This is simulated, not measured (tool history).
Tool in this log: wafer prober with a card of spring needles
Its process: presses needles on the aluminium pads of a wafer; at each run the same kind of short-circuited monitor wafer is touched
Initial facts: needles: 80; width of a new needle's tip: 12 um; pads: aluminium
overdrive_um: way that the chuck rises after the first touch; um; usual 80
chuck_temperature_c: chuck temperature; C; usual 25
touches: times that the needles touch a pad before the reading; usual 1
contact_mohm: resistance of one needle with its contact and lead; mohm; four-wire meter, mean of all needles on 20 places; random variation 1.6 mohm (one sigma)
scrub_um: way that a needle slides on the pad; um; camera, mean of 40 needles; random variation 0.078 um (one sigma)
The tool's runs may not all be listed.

run,hour,overdrive_um,chuck_temperature_c,touches,contact_mohm,scrub_um
1,0,80,25,1,156,17.19
# hour 5.8: tips cleaned on abrasive film
# hour 14.6: tips cleaned on abrasive film
2,14.6,80,25,1,154,17.04
# hour 23.4: tips cleaned on abrasive film
# hour 32.5: tips cleaned on abrasive film
3,32.5,80,25,1,156,17.23
# hour 42.2: tips cleaned on abrasive film
4,50.2,80,25,1,155,17.22
# hour 52.1: tips cleaned on abrasive film
5,60,80,25,1,151,17.31
# hour 62: tips cleaned on abrasive film
# hour 71.8: tips cleaned on abrasive film
6,78.2,80,25,1,155,17.16
# hour 81.1: tips cleaned on abrasive film
# hour 90.1: tips cleaned on abrasive film
7,93.1,80,25,1,157,17.13
# hour 98.8: tips cleaned on abrasive film
# hour 107.4: tips cleaned on abrasive film
8,109.7,80,25,1,157,17.18
# hour 117: tips cleaned on abrasive film
# hour 126.3: tips cleaned on abrasive film
9,127.2,80,25,1,156,17.2
# hour 134.7: tips cleaned on abrasive film
# hour 137: height of the first contact set anew
# hour 144.1: tips cleaned on abrasive film
10,146.7,80,25,1,155,17.36
# hour 152.5: tips cleaned on abrasive film
# hour 161.7: tips cleaned on abrasive film
11,166,80,25,2,155,17.26
# hour 170.2: tips cleaned on abrasive film
12,176.5,79,25,2,156,17.07
# hour 178.5: tips cleaned on abrasive film
# hour 187.6: tips cleaned on abrasive film
13,193.4,80,65,1,163,17.03
# hour 195.9: tips cleaned on abrasive film
# hour 204.7: tips cleaned on abrasive film
14,210.6,72,25,1,154,15.57
# hour 213.6: tips cleaned on abrasive film
15,219.6,80,25,2,155,17.17
# hour 222.3: tips cleaned on abrasive film
# hour 231.7: tips cleaned on abrasive film
# hour 240.5: tips cleaned on abrasive film
16,240.6,69,122,2,174,14.79
# hour 249.4: tips cleaned on abrasive film
17,249.4,69,122,1,177,14.84
# hour 257.7: tips cleaned on abrasive film
18,262.7,69,40,2,159,14.96
# hour 266: tips cleaned on abrasive film
19,274,70,32,1,160,14.94
# hour 275.4: tips cleaned on abrasive film
# hour 284.8: tips cleaned on abrasive film
# hour 293: tips cleaned on abrasive film
20,294,70,32,1,155,15
# hour 302.5: tips cleaned on abrasive film
21,308.7,70,32,1,156,15.19
# hour 310.7: tips cleaned on abrasive film
# hour 318.9: tips cleaned on abrasive film
# hour 327.3: tips cleaned on abrasive film
22,327.3,70,32,1,156,15.02
# hour 335.7: tips cleaned on abrasive film
# hour 344.8: tips cleaned on abrasive film
23,348.2,66,30,1,161,14.24
# hour 353.1: tips cleaned on abrasive film
# hour 362.7: tips cleaned on abrasive film
24,369.6,66,30,1,154,14.31
# hour 371.1: tips cleaned on abrasive film
# hour 380.8: tips cleaned on abrasive film
25,385.2,66,30,2,155,14.2
# hour 389.4: tips cleaned on abrasive film
# hour 397.7: tips cleaned on abrasive film
26,405.2,98,30,1,155,21
# hour 406.3: tips cleaned on abrasive film
# hour 415.5: tips cleaned on abrasive film
27,420.7,70,36,1,156,15.15
# hour 424.4: tips cleaned on abrasive film
# hour 432.9: tips cleaned on abrasive film
# hour 441.6: tips cleaned on abrasive film
28,441.6,70,36,1,156,15.01
# hour 450.2: tips cleaned on abrasive film
# hour 458.4: tips cleaned on abrasive film
29,458.4,70,36,1,158,14.99

What if the next run were any one of these 3? Each begins from the tool's condition after run 29:
# hour 467.2: tips cleaned on abrasive film
# hour 476.3: tips cleaned on abrasive film
A,476.7,67,36,1,?,?
# hour 467.2: tips cleaned on abrasive film
# hour 476.3: tips cleaned on abrasive film
B,476.7,68,25,1,?,?
# hour 467.2: tips cleaned on abrasive film
# hour 476.3: tips cleaned on abrasive film
C,476.7,77,25,1,?,?

run,contact_mohm,scrub_um
A,157,14.44
B,156,14.68
C,156,16.54
Had the tool no hidden state, the same runs would have come out as:
run,contact_mohm,scrub_um
A,157,14.45
B,156,14.68
C,156,16.54

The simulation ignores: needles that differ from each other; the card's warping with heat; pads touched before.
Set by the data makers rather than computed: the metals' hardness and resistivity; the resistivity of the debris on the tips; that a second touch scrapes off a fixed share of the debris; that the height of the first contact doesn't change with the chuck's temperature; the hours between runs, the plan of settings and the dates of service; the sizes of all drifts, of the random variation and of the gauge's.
